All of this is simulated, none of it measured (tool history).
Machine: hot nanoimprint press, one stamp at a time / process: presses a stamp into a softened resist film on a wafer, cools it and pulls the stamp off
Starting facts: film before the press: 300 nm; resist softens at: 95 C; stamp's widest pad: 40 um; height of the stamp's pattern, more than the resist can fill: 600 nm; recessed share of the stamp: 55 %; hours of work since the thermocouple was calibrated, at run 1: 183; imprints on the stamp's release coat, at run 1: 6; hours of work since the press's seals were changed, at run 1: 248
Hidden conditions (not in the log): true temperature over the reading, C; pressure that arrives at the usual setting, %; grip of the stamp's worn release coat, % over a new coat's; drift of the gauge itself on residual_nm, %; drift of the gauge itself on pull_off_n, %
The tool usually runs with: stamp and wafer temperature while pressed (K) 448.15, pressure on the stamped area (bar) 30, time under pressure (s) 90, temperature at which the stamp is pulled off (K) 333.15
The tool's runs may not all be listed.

run   hour  stamp and wafer temperature while pressed (K)  pressure on the stamped area (bar)  time under pressure (s)  temperature at which the stamp is pulled off (K)  hours of work since the thermocouple was calibrated  imprints on the stamp's release coat  hours of work since the press's seals were changed  resist left under the stamp's widest pad (angstrom)  greatest force while the stamp is pulled off (N)
  1      0                                         448.15                                  30                       90                                            333.15                                                  183                                     6                                                 248                                                 1345                                               131
  2    9.6                                         443.15                                  30                       90                                            333.15                                                  187                                    37                                                 253                                                 1648                                               130
  3   21.7                                         448.15                                  30                       83                                            333.15                                                  194                                    76                                                 259                                                 1398                                               126
  4   31.3                                         448.15                                39.9                       83                                            333.15                                                  199                                   106                                                 264                                                 1186                                               131
  5   39.9                                         448.15                                  30                       90                                            333.15                                                  203                                   134                                                 268                                                 1345                                               134
  6   47.7                                         448.15                                  30                      153                                            333.15                                                  207                                   159                                                 272                                                 1100                                               135
  7   59.8                                         448.15                                  30                      153                                            333.15                                                  213                                   197                                                 278                                                 1106                                               137
  8   73.2                                         448.15                                  30                       90                                            333.15                                                  220                                   240                                                 285                                                 1336                                               130
  9   79.5                                         438.15                                  30                       90                                            333.15                                                  223                                   260                                                 288                                                 1944                                               139
      83.6  -- plate thermocouple calibrated
 10   92.3                                         438.15                                  30                       90                                            333.15                                                    4                                   291                                                 293                                                 1922                                               136
 11  104.2                                         444.15                                  30                       90                                            333.15                                                   11                                   329                                                 300                                                 1562                                               144
 12    111                                         449.15                                  30                       90                                            333.15                                                   14                                   350                                                 303                                                 1270                                               137
 13  119.4                                         449.15                                  30                       90                                            333.15                                                   18                                   377                                                 307                                                 1262                                               142
     130.9  -- plate thermocouple calibrated, once more
 14  134.1                                         449.15                                  30                       90                                            333.15                                                    2                                   415                                                 313                                                 1343                                               144
 15  144.8                                         449.15                                  30                       90                                            333.15                                                    7                                   449                                                 319                                                 1323                                               149
 16  158.3                                         458.15                                  30                      162                                            333.15                                                   14                                   492                                                 326                                                  750                                               147
 17  172.3                                         458.15                                  30                      162                                            333.15                                                   21                                   536                                                 333                                                  756                                               144
 18  181.4                                         438.15                                39.8                      170                                            341.15                                                   26                                   565                                                 337                                                 1482                                               133
 19  191.2                                         438.15                                39.8                      170                                            341.15                                                   31                                   597                                                 342                                                 1479                                               137
 20  203.8                                         457.15                                  30                       90                                            325.15                                                   37                                   637                                                 349                                                  984                                               158
 21    211                                         457.15                                  30                       90                                            325.15                                                   41                                   660                                                 352                                                  977                                               170
 22  223.5                                         448.15                                  30                       90                                            337.15                                                   47                                   700                                                 359                                                 1399                                               149
 23  238.7                                         448.15                                  30                       58                                            335.15                                                   55                                   748                                                 367                                                 1600                                               146
 24  245.2                                         448.15                                  30                       58                                            335.15                                                   58                                   769                                                 370                                                 1603                                               150
 25  257.6                                         446.15                                24.5                       90                                            321.15                                                   65                                   808                                                 376                                                 1640                                               171
 26  270.5                                         446.15                                24.5                       90                                            321.15                                                   71                                   849                                                 383                                                 1644                                               178
 27  277.7                                         446.15                                24.5                       90                                            321.15                                                   75                                   872                                                 387                                                 1640                                               174

What does the tool deliver on the next run?
 28  288.1                                         446.15                                24.5                       90                                            321.15                                                   80                                   905                                                 392                                                    ?                                                 ?

For run 28 the tool returned resist left under the stamp's widest pad (angstrom) 1621, greatest force while the stamp is pulled off (N) 185.
Were there no unlogged condition in the tool, this run, its random variation unchanged, would have produced resist left under the stamp's widest pad (angstrom) 1630, greatest force while the stamp is pulled off (N) 153.
